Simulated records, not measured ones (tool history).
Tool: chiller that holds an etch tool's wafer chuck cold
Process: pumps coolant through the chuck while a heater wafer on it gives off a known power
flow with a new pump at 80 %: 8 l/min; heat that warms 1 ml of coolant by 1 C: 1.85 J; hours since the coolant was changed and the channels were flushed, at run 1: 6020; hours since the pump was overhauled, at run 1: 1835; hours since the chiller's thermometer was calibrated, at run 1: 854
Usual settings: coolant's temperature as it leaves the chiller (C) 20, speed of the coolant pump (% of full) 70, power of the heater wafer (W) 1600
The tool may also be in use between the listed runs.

run    hour  coolant's temperature as it leaves the chiller (C)  speed of the coolant pump (% of full)  power of the heater wafer (W)  hours since the coolant was changed and the channels were flushed  hours since the pump was overhauled  hours since the chiller's thermometer was calibrated  chuck's temperature once it has settled (K)  how much warmer the coolant comes back (C)
  1     0.0                                                  20                                     70                           1600                                                               6020                                 1835                                                   854                                       312.45                                        7.62
  2    40.1                                                  20                                     74                           1600                                                               6060                                 1875                                                   894                                       311.75                                        7.18
  3    74.7                                                  20                                     74                           1600                                                               6094                                 1910                                                   928                                       311.65                                        7.25
  4   113.4                                                  20                                     70                           1600                                                               6133                                 1948                                                   967                                       312.55                                        7.61
  5   141.4                                                  10                                     70                           1600                                                               6161                                 1976                                                   995                                       302.65                                        7.69
  6   183.0                                                  10                                     70                           1600                                                               6203                                 2018                                                  1037                                       302.55                                        7.56
  7   225.2                                                  20                                     70                           1600                                                               6245                                 2060                                                  1079                                       312.75                                        7.66
  8   262.4                                                  20                                     70                           1600                                                               6282                                 2097                                                  1116                                       312.55                                        7.67
  9   301.4                                                  20                                     82                           1600                                                               6321                                 2136                                                  1155                                       310.35                                        6.59
 10   324.6                                                  20                                     82                           1600                                                               6344                                 2160                                                  1178                                       310.45                                        6.50
 11   350.1                                                  20                                     82                            941                                                               6370                                 2185                                                  1204                                       303.45                                        3.85
 12   389.0                                                  22                                     82                            941                                                               6409                                 2224                                                  1243                                       305.45                                        3.85
 13   432.9                                                  22                                     82                            941                                                               6453                                 2268                                                  1287                                       305.55                                        3.85
 14   464.0                                                  12                                     70                           1600                                                               6484                                 2299                                                  1318                                       304.55                                        7.62
 15   493.7                                                  12                                     70                           1600                                                               6513                                 2329                                                  1347                                       304.55                                        7.78
 16   528.3                                                  12                                     70                           1600                                                               6548                                 2363                                                  1382                                       304.85                                        7.64
 17   571.0                                                  21                                     81                           1856                                                               6591                                 2406                                                  1425                                       314.65                                        7.74
 18   591.4                                                  21                                     81                           1856                                                               6611                                 2426                                                  1445                                       314.75                                        7.75
 19   636.7                                                  21                                     81                           1856                                                               6656                                 2472                                                  1490                                       314.55                                        7.76
 20   658.7                                                  30                                     70                           1856                                                               6678                                 2494                                                  1512                                       326.15                                        8.88
 21   692.1                                                  10                                     70                           1618                                                               6712                                 2527                                                  1546                                       303.05                                        7.78
 22   733.2                                                  10                                     70                           1618                                                               6753                                 2568                                                  1587                                       303.15                                        7.75
 23   766.8                                                  29                                     64                           1600                                                               6786                                 2602                                                  1620                                       323.45                                        8.39
 24   786.8                                                  23                                     71                           1064                                                               6806                                 2622                                                  1640                                       309.25                                        5.01
 25   821.2                                                  17                                     66                           1055                                                               6841                                 2656                                                  1675                                       303.95                                        5.31
 26   850.5                                                  17                                     66                           1055                                                               6870                                 2685                                                  1704                                       303.75                                        5.41
 27   898.5                                                  17                                     66                           1055                                                               6918                                 2733                                                  1752                                       303.95                                        5.35
 28   935.9                                                  17                                     66                           1955                                                               6956                                 2771                                                  1790                                       315.45                                        9.96
 29   964.3                                                  18                                     75                           1598                                                               6984                                 2799                                                  1818                                       310.15                                        7.27
 30   992.2                                                  20                                     97                            976                                                               7012                                 2827                                                  1846                                       302.85                                        3.42
 31  1015.0                                                  20                                     97                            976                                                               7035                                 2850                                                  1869                                       302.75                                        3.39

4 ways to go on from here, each from the tool as it stands after run 31. What would each give?
  A  1058.5                                                  20                                     72                           1260                                                               7078                                 2893                                                  1912                                            ?                                           ?
  B  1058.5                                                  20                                     87                           1600                                                               7078                                 2893                                                  1912                                            ?                                           ?
  C  1058.5                                                  11                                     64                           1123                                                               7078                                 2893                                                  1912                                            ?                                           ?
  D  1058.5                                                  13                                     97                            976                                                               7078                                 2893                                                  1912                                            ?                                           ?

run  chuck's temperature once it has settled (K)  how much warmer the coolant comes back (C)
  A                                       308.55                                        5.89
  B                                       310.15                                        6.21
  C                                       299.05                                        5.92
  D                                       295.75                                        3.43
Without the tool's hidden state the same runs would have given:
run  chuck's temperature once it has settled (K)  how much warmer the coolant comes back (C)
  A                                       305.95                                        5.64
  B                                       307.25                                        5.95
  C                                       296.55                                        5.67
  D                                       294.05                                        3.29
